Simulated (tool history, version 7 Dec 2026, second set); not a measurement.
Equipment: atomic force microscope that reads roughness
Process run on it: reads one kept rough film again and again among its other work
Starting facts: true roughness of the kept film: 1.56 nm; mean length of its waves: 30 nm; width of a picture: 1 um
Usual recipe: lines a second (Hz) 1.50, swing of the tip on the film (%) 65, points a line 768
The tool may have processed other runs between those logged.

run	day	lines a second (Hz)	swing of the tip on the film (%)	points a line	roughness of the kept film (nm (root mean square))
1	0.000	1.50	65	768	1.268
2	0.888	1.50	65	768	1.249
3	1.900	1.50	65	768	1.215
# day 2.404: new tip fitted
4	2.588	1.50	65	339	1.343
5	3.362	1.50	65	339	1.322
6	4.421	1.50	65	339	1.296
7	5.254	1.50	65	339	1.277
8	5.729	0.55	65	768	1.322
9	6.379	1.50	64	768	1.253
10	7.242	1.50	64	768	1.266
11	7.921	1.50	64	768	1.239
12	8.450	1.50	65	768	1.222
# day 8.604: new tip fitted
13	9.229	1.50	65	258	1.315
14	9.696	1.50	75	258	1.254
15	10.679	2.31	65	768	1.272
16	11.546	3.05	65	768	1.218
17	12.017	3.05	65	768	1.198
18	12.717	3.05	65	768	1.183
19	13.775	3.05	65	768	1.160
# day 14.846: new tip fitted
20	14.867	3.05	65	768	1.281
21	15.512	3.05	65	768	1.274
22	16.512	1.31	65	768	1.331
23	17.271	0.74	65	768	1.337
24	17.958	1.37	69	768	1.266
25	19.033	1.50	65	1001	1.260
26	19.646	1.14	65	1001	1.256
27	20.242	0.90	65	1001	1.266
# day 21.042: new tip fitted
28	21.262	0.90	65	1001	1.400
29	22.142	3.92	66	599	1.206
# day 22.279: height scale calibrated on a step standard
30	22.775	3.92	66	599	1.193
31	23.721	1.56	81	875	1.185
32	24.467	1.56	81	875	1.175
33	25.462	1.12	58	469	1.290
34	26.004	1.50	65	647	1.245
35	26.883	0.86	68	445	1.233
# day 27.342: new tip fitted
36	27.550	1.50	77	551	1.277
# day 28.033: height scale calibrated on a step standard, once more
37	28.288	1.50	77	551	1.255
38	29.375	1.39	75	474	1.251
39	29.829	1.21	65	572	1.306
40	30.292	1.21	65	572	1.298
41	31.050	1.21	65	572	1.273
42	31.546	1.42	73	694	1.210
43	32.321	0.81	87	788	1.181
44	33.183	0.81	87	788	1.159
# day 33.579: new tip fitted
45	33.875	3.81	74	844	1.125

Each row is a separate what-if for the run after 45, all from the same tool condition, not one after another. Results?
A	34.604	1.10	65	295	?
B	34.604	3.81	74	629	?
C	34.604	3.81	67	321	?
D	34.604	3.81	74	434	?

run	roughness of the kept film (nm (root mean square))
A	1.341
B	1.104
C	1.177
D	1.100
With no hidden state in the tool, these same runs would have given:
run	roughness of the kept film (nm (root mean square))
A	1.374
B	1.131
C	1.206
D	1.127
